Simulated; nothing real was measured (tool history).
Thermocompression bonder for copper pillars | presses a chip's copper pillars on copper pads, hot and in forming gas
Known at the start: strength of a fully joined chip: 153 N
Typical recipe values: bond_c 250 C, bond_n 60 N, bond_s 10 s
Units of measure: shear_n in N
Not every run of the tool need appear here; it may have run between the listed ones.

run	day	bond_c	bond_n	bond_s	shear_n
1	0	250	60	10	97.6
2	0.321	250	60	10	99
3	0.658	250	60	10	96.8
4	0.9	250	60	10	97.1
5	1.346	250	60	10	99.7
6	1.779	250	60	10	98.6
7	1.971	250	60	10	98.2
8	2.417	250	60	10	96.9
9	2.625	250	60	10	99.1
10	3.079	221	60	10	67.5
11	3.525	221	60	10	66.6
12	3.854	221	60	10	67.2
13	4.183	240	60	10	88
14	4.617	240	60	10	87.4
15	4.929	250	60	13	105.7
16	5.179	250	60	13	103.9
17	5.542	250	70	25	130.6
18	5.892	259	40	10	78.7
19	6.104	249	57	7	82.3
20	6.338	249	57	24	115.4
21	6.629	249	57	24	118.1
22	6.942	280	64	24	144.4
23	7.179	250	48	10	82.9
24	7.596	242	37	10	56.4
25	8.038	242	37	10	57.9
26	8.383	245	72	27	132.8
27	8.675	258	63	17	121.9
28	9.067	220	60	10	66
29	9.283	220	60	10	66.4
30	9.592	235	83	14	114.7
31	9.971	235	83	14	112.1
32	10.225	244	56	14	95.7

Missing from the log above: 1 entry noted between runs. For each, name the pair of listed runs it sits between and say how the tool's hidden condition differs from the listed run just before to the listed run just after:
Between runs 25 and 26: forming gas filter changed (day 8.367)
  oxide that the forming gas leaves, % of the face: 0.82 -> 0.5
